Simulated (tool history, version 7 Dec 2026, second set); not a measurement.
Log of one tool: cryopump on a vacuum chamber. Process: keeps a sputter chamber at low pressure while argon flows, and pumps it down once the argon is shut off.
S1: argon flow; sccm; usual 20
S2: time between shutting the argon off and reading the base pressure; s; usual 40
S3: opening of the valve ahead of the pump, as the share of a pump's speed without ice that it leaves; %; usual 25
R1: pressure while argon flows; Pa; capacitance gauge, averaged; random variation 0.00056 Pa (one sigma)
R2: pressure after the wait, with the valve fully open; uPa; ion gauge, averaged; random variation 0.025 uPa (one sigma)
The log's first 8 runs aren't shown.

{"run": 9, "hour": 205.5, "S1": 20, "S2": 40, "S3": 25, "R1": 0.0637, "R2": 2.45}
{"run": 10, "hour": 228.9, "S1": 20, "S2": 40, "S3": 25, "R1": 0.0628, "R2": 2.39}
{"run": 11, "hour": 270.1, "S1": 9, "S2": 40, "S3": 25, "R1": 0.0289, "R2": 2.5}
{"run": 12, "hour": 297.3, "S1": 9, "S2": 40, "S3": 25, "R1": 0.0282, "R2": 2.6}
{"run": 13, "hour": 330.5, "S1": 34, "S2": 40, "S3": 25, "R1": 0.1093, "R2": 2.62}
{"run": 14, "hour": 352.7, "S1": 34, "S2": 40, "S3": 25, "R1": 0.1086, "R2": 2.7}
{"run": 15, "hour": 396.6, "S1": 34, "S2": 40, "S3": 24, "R1": 0.1139, "R2": 2.67}
{"run": 16, "hour": 440.7, "S1": 34, "S2": 40, "S3": 24, "R1": 0.116, "R2": 2.88}
{"run": 17, "hour": 478.3, "S1": 16, "S2": 40, "S3": 23, "R1": 0.0572, "R2": 2.78}
{"run": 18, "hour": 517.4, "S1": 25, "S2": 103, "S3": 41, "R1": 0.0543, "R2": 2.35}
{"run": 19, "hour": 545.7, "S1": 12, "S2": 140, "S3": 24, "R1": 0.042, "R2": 2.45}
{"hour": 556.0, "done": "leaking fittings of the chamber tightened, without venting"}
{"run": 20, "hour": 587.3, "S1": 12, "S2": 140, "S3": 24, "R1": 0.0417, "R2": 0.49}
{"run": 21, "hour": 614.8, "S1": 29, "S2": 140, "S3": 24, "R1": 0.1021, "R2": 0.53}
{"hour": 656.6, "done": "pump warmed up, emptied and cooled again"}
{"run": 22, "hour": 656.6, "S1": 34, "S2": 251, "S3": 24, "R1": 0.1088, "R2": 0.34}
{"run": 23, "hour": 690.9, "S1": 34, "S2": 251, "S3": 24, "R1": 0.1087, "R2": 0.36}
{"run": 24, "hour": 732.8, "S1": 34, "S2": 251, "S3": 24, "R1": 0.1094, "R2": 0.35}
{"run": 25, "hour": 755.6, "S1": 38, "S2": 47, "S3": 48, "R1": 0.0617, "R2": 1.01}
{"run": 26, "hour": 785.6, "S1": 10, "S2": 93, "S3": 33, "R1": 0.0237, "R2": 0.68}
{"run": 27, "hour": 821.8, "S1": 22, "S2": 131, "S3": 42, "R1": 0.0409, "R2": 0.57}
{"run": 28, "hour": 840.4, "S1": 22, "S2": 131, "S3": 42, "R1": 0.0424, "R2": 0.61}
{"run": 29, "hour": 871.3, "S1": 20, "S2": 283, "S3": 25, "R1": 0.063, "R2": 0.47}
{"run": 30, "hour": 908.0, "S1": 19, "S2": 283, "S3": 19, "R1": 0.0783, "R2": 0.49}
{"run": 31, "hour": 949.2, "S1": 19, "S2": 283, "S3": 19, "R1": 0.0785, "R2": 0.5}
{"run": 32, "hour": 978.8, "S1": 19, "S2": 283, "S3": 19, "R1": 0.0792, "R2": 0.6}

3 ways to go on from here, each from the tool as it stands after run 32. What would each give?
{"run": "A", "hour": 1000.3, "S1": 8, "S2": 24, "S3": 43, "R1": "?", "R2": "?"}
{"run": "B", "hour": 1000.3, "S1": 26, "S2": 281, "S3": 29, "R1": "?", "R2": "?"}
{"run": "C", "hour": 1000.3, "S1": 19, "S2": 98, "S3": 19, "R1": "?", "R2": "?"}

run=A R1=0.015 R2=1.98
run=B R1=0.073 R2=0.6
run=C R1=0.0774 R2=0.85
Without the tool's hidden state the same runs would have given:
run=A R1=0.0136 R2=1.66
run=B R1=0.0685 R2=0.28
run=C R1=0.0742 R2=0.54
